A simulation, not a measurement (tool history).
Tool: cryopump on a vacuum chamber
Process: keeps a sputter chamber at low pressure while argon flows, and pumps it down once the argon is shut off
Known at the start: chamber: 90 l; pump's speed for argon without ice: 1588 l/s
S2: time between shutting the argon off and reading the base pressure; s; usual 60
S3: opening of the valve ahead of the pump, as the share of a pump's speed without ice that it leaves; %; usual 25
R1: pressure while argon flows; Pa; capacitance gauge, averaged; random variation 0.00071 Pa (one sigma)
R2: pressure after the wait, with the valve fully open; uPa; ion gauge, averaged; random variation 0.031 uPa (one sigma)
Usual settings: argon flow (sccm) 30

Run 1, hour 0: usual settings. Result: R1 0.1291 Pa, R2 2.42 uPa.
Run 2, hour 28.5: usual settings. Result: R1 0.1305 Pa, R2 2.4 uPa.
Run 3, hour 47.5: usual settings but S2 91 s. Result: R1 0.1306 Pa, R2 2 uPa.
Run 4, hour 77.5: usual settings but S2 51 s. Result: R1 0.1299 Pa, R2 2.61 uPa.
Run 5, hour 107.6: usual settings but argon flow (sccm) 23. Result: R1 0.0998 Pa, R2 2.51 uPa.
Run 6, hour 131.6: usual settings but argon flow (sccm) 23. Result: R1 0.0993 Pa, R2 2.44 uPa.
Run 7, hour 152: usual settings but argon flow (sccm) 23. Result: R1 0.1006 Pa, R2 2.52 uPa.
Run 8, hour 182.8: usual settings but argon flow (sccm) 23. Result: R1 0.1006 Pa, R2 2.58 uPa.
Run 9, hour 207.2: usual settings. Result: R1 0.1306 Pa, R2 2.56 uPa.
Run 10, hour 235.4: usual settings. Result: R1 0.1311 Pa, R2 2.64 uPa.
Run 11, hour 277.4: usual settings. Result: R1 0.1323 Pa, R2 2.67 uPa.
Run 12, hour 304.6: usual settings. Result: R1 0.1307 Pa, R2 2.68 uPa.
Run 13, hour 339.5: usual settings. Result: R1 0.1326 Pa, R2 2.76 uPa.
Run 14, hour 371.2: usual settings. Result: R1 0.1322 Pa, R2 2.76 uPa.
Run 15, hour 394: usual settings. Result: R1 0.1324 Pa, R2 2.74 uPa.
Run 16, hour 427.9: usual settings. Result: R1 0.1314 Pa, R2 2.86 uPa.
Run 17, hour 473.2: usual settings. Result: R1 0.1316 Pa, R2 2.83 uPa.
Run 18, hour 501.6: usual settings but argon flow (sccm) 54, S2 75 s, S3 30 %. Result: R1 0.2024 Pa, R2 2.53 uPa.
Run 19, hour 539.6: usual settings but S3 52 %. Result: R1 0.0676 Pa, R2 2.88 uPa.
Run 20, hour 570.2: usual settings but argon flow (sccm) 18, S2 43 s, S3 16 %. Result: R1 0.1229 Pa, R2 3.41 uPa.
Run 21, hour 612.2: usual settings but argon flow (sccm) 18, S2 43 s, S3 16 %. Result: R1 0.1241 Pa, R2 3.56 uPa.
Run 22, hour 641: usual settings but argon flow (sccm) 39, S2 98 s, S3 33 %. Result: R1 0.1353 Pa, R2 2.45 uPa.
Run 23, hour 663: usual settings but argon flow (sccm) 20, S2 98 s, S3 33 %. Result: R1 0.0673 Pa, R2 2.5 uPa.
Run 24, hour 703.4: usual settings but argon flow (sccm) 20, S2 98 s, S3 33 %. Result: R1 0.0703 Pa, R2 2.6 uPa.
Run 25, hour 748.4: usual settings but argon flow (sccm) 25, S2 54 s, S3 28 %. Result: R1 0.1011 Pa, R2 3.31 uPa.
Run 26, hour 785.3: usual settings but argon flow (sccm) 43, S2 24 s, S3 33 %. Result: R1 0.1498 Pa, R2 5.18 uPa.
Run 27, hour 806.1: usual settings but argon flow (sccm) 37, S2 24 s, S3 27 %. Result: R1 0.155 Pa, R2 5.3 uPa.
Run 28, hour 845.2: usual settings but argon flow (sccm) 31, S2 252 s, S3 26 %. Result: R1 0.1353 Pa, R2 2.22 uPa.
Run 29, hour 871.3: usual settings but argon flow (sccm) 41, S2 151 s, S3 43 %. Result: R1 0.1125 Pa, R2 2.46 uPa.
At hour 891.7: pump warmed up, emptied and cooled again.
Run 30, hour 896.9: usual settings but argon flow (sccm) 16, S2 26 s, S3 46 %. Result: R1 0.0385 Pa, R2 4.83 uPa.
Run 31, hour 920.1: usual settings but S2 56 s. Result: R1 0.1292 Pa, R2 3.09 uPa.
Run 32, hour 965.7: usual settings but S2 56 s. Result: R1 0.1302 Pa, R2 3.11 uPa.
Run 33, hour 1005.2: usual settings but S2 56 s. Result: R1 0.1294 Pa, R2 3.23 uPa.
Run 34, hour 1027.9: usual settings but S3 28 %. Result: R1 0.1158 Pa, R2 3.16 uPa.

The same runs without the tool's hidden state, with the same run-to-run variation:
The hidden state here: pump's speed, % of a pump's without ice; cold plate's temperature, K; leak into the chamber, uPa l/s; drift of the gauge itself on working_pa, %; drift of the gauge itself on base_upa, %.
run      R1    R2
  1  0.1269  1.55
  2  0.1281  1.52
  3  0.1281  1.08
  4  0.1273  1.72
  5  0.0976  1.56
  6   0.097  1.49
  7  0.0982  1.54
  8  0.0981  1.55
  9  0.1271  1.52
 10  0.1274  1.57
 11  0.1284  1.55
 12  0.1265  1.54
 13  0.1281  1.56
 14  0.1276  1.56
 15  0.1276  1.51
 16  0.1264  1.56
 17  0.1263  1.52
 18  0.1924  1.23
 19  0.0618  1.52
 20  0.1193  2.02
 21  0.1202  2.08
 22  0.1267  0.99
 23  0.0628     1
 24  0.0656  1.03
 25  0.0949  1.68
 26  0.1387  3.53
 27  0.1452  3.59
 28  0.1268  0.52
 29  0.1009  0.73
 30   0.038  3.39
 31  0.1282  1.64
 32  0.1289  1.63
 33  0.1278  1.67
 34  0.1141  1.58
